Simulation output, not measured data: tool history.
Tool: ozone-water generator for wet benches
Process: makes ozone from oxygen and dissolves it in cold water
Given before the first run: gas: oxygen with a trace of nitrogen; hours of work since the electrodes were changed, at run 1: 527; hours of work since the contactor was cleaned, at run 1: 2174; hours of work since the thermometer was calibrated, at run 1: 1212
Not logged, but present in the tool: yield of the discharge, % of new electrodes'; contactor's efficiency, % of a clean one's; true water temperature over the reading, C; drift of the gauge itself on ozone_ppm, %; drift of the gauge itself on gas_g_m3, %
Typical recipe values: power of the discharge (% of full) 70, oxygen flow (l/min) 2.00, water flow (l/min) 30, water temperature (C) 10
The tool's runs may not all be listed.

run	day	power of the discharge (% of full)	oxygen flow (l/min)	water flow (l/min)	water temperature (C)	hours of work since the electrodes were changed	hours of work since the contactor was cleaned	hours of work since the thermometer was calibrated	dissolved ozone (ppm)	ozone in the gas ahead of the water (g/m3)
1	0.000	70	2.00	30	10	527	2174	1212	6.7	153.1
2	1.096	70	2.00	30	10	543	2190	1228	6.7	151.8
3	2.167	70	2.00	30	10	558	2206	1243	6.7	152.0
4	3.229	70	2.00	30	10	574	2221	1259	6.7	152.6
5	4.029	70	2.00	30	10	585	2233	1270	6.8	153.0
6	5.383	70	2.00	30	10	605	2253	1290	6.7	152.6
7	6.092	70	2.00	26	16	616	2263	1300	7.7	152.2
8	6.733	47	2.32	18	17	625	2273	1310	8.7	106.0
9	7.483	47	2.32	18	17	636	2283	1321	8.5	105.5
10	8.050	64	2.00	30	16	644	2292	1329	6.2	141.5
11	9.046	64	2.00	30	16	659	2306	1343	6.3	141.9
12	10.267	64	1.17	21	16	676	2324	1361	7.4	181.1

Consider 5 possible next runs. They are alternatives, not a sequence: every one starts from the tool as it was left by run 12. What does each give?
A	11.238	70	2.00	35	10	690	2338	1375	?	?
B	11.238	57	3.49	33	10	690	2338	1375	?	?
C	11.238	55	1.13	30	5	690	2338	1375	?	?
D	11.238	64	1.36	29	16	690	2338	1375	?	?
E	11.238	64	1.22	21	16	690	2338	1375	?	?

run	dissolved ozone (ppm)	ozone in the gas ahead of the water (g/m3)
A	5.2	152.4
B	6.3	100.5
C	4.3	164.5
D	5.5	170.3
E	7.6	177.9
Stripped of hidden state, with their random variation kept, the same runs would have yielded:
run	dissolved ozone (ppm)	ozone in the gas ahead of the water (g/m3)
A	5.5	155.4
B	6.5	102.2
C	4.5	167.2
D	5.7	173.5
E	7.8	181.2
